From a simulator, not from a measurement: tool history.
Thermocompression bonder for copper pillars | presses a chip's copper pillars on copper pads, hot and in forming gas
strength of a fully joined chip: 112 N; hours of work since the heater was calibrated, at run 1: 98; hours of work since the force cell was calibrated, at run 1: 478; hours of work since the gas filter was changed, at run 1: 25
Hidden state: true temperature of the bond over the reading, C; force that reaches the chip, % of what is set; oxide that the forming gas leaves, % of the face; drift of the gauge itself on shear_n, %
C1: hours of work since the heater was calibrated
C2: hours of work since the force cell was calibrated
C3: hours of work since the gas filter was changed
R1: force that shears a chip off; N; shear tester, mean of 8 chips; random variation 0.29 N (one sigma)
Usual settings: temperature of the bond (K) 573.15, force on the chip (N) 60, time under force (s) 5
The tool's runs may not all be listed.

Run 1, hour 0: usual settings; C1 98; C2 478; C3 25. Result: R1 47.6 N.
Run 2, hour 93.5: usual settings; C1 165; C2 545; C3 92. Result: R1 46.3 N.
Run 3, hour 180.6: usual settings but temperature of the bond (K) 599.15; C1 228; C2 608; C3 155. Result: R1 56.1 N.
Run 4, hour 236.1: usual settings but temperature of the bond (K) 599.15; C1 268; C2 648; C3 195. Result: R1 55.6 N.
Run 5, hour 292.8: usual settings but temperature of the bond (K) 599.15; C1 309; C2 689; C3 236. Result: R1 54.9 N.
Run 6, hour 348.4: usual settings but temperature of the bond (K) 599.15; C1 349; C2 729; C3 276. Result: R1 54.6 N.
At hour 375.2: forming gas filter changed.
Run 7, hour 412.5: usual settings but temperature of the bond (K) 564.15; C1 395; C2 775; C3 27. Result: R1 45.8 N.
Run 8, hour 506.6: usual settings but time under force (s) 3; C1 462; C2 843; C3 95. Result: R1 40.3 N.
Run 9, hour 568.7: usual settings but temperature of the bond (K) 593.15; C1 507; C2 887; C3 139. Result: R1 56.1 N.
Run 10, hour 660.5: usual settings but time under force (s) 15; C1 573; C2 953; C3 206. Result: R1 67.5 N.
At hour 723.3: heater calibrated with a thermocouple chip.
Run 11, hour 737.1: usual settings but temperature of the bond (K) 599.15; C1 10; C2 1007; C3 259. Result: R1 52.3 N.
At hour 790.5: forming gas filter changed.
Run 12, hour 828.7: usual settings; C1 76; C2 1073; C3 28. Result: R1 47.5 N.
Run 13, hour 910.4: usual settings but force on the chip (N) 52, time under force (s) 10; C1 134; C2 1132; C3 86. Result: R1 54.3 N.
Run 14, hour 1005.3: usual settings but temperature of the bond (K) 557.15, force on the chip (N) 56, time under force (s) 10; C1 203; C2 1200; C3 155. Result: R1 49.8 N.
Run 15, hour 1069.2: usual settings but temperature of the bond (K) 545.15, force on the chip (N) 66, time under force (s) 8; C1 249; C2 1246; C3 201. Result: R1 44.7 N.
Run 16, hour 1150.1: usual settings but temperature of the bond (K) 568.15, force on the chip (N) 84, time under force (s) 14; C1 307; C2 1304; C3 259. Result: R1 70.9 N.
At hour 1202.6: forming gas filter changed.
Run 17, hour 1219.3: usual settings but temperature of the bond (K) 568.15, force on the chip (N) 84, time under force (s) 14; C1 357; C2 1354; C3 12. Result: R1 80.3 N.
Run 18, hour 1285.2: usual settings but temperature of the bond (K) 568.15, force on the chip (N) 84, time under force (s) 14; C1 404; C2 1401; C3 59. Result: R1 78.5 N.
Run 19, hour 1357.8: usual settings but temperature of the bond (K) 577.15, force on the chip (N) 53, time under force (s) 10; C1 456; C2 1454; C3 112. Result: R1 58.8 N.
Run 20, hour 1397: usual settings but temperature of the bond (K) 546.15, force on the chip (N) 77; C1 485; C2 1482; C3 140. Result: R1 44.3 N.
Run 21, hour 1488.9: usual settings but temperature of the bond (K) 557.15, time under force (s) 7; C1 551; C2 1548; C3 206. Result: R1 46.8 N.
Run 22, hour 1552.5: usual settings but force on the chip (N) 49; C1 597; C2 1594; C3 252. Result: R1 40.4 N.
At hour 1583.4: heater calibrated with a thermocouple chip.
At hour 1613.2: forming gas filter changed.
Run 23, hour 1615.9: usual settings but temperature of the bond (K) 593.15, force on the chip (N) 55, time under force (s) 3; C1 23; C2 1638; C3 2. Result: R1 42.7 N.
Run 24, hour 1711.4: usual settings but temperature of the bond (K) 562.15, force on the chip (N) 75, time under force (s) 12; C1 92; C2 1707; C3 71. Result: R1 63.7 N.

Forecast each of these 5 alternatives for the next run:
Run A, hour 1801.1: usual settings but temperature of the bond (K) 582.15, time under force (s) 9; C1 156; C2 1771; C3 135. Result: R1 ?.
Run B, hour 1801.1: usual settings but temperature of the bond (K) 592.15, force on the chip (N) 49, time under force (s) 14; C1 156; C2 1771; C3 135. Result: R1 ?.
Run C, hour 1801.1: usual settings but temperature of the bond (K) 546.15, force on the chip (N) 44; C1 156; C2 1771; C3 135. Result: R1 ?.
Run D, hour 1801.1: usual settings but temperature of the bond (K) 597.15, force on the chip (N) 75, time under force (s) 8; C1 156; C2 1771; C3 135. Result: R1 ?.
Run E, hour 1801.1: usual settings but temperature of the bond (K) 572.15, force on the chip (N) 75, time under force (s) 4; C1 156; C2 1771; C3 135. Result: R1 ?.

run    R1
  A  59.1
  B  65.6
  C  27.4
  D  71.1
  E    47
Without the tool's hidden state the same runs would have given:
run    R1
  A  62.9
  B  69.8
  C  29.2
  D  75.7
  E  50.1
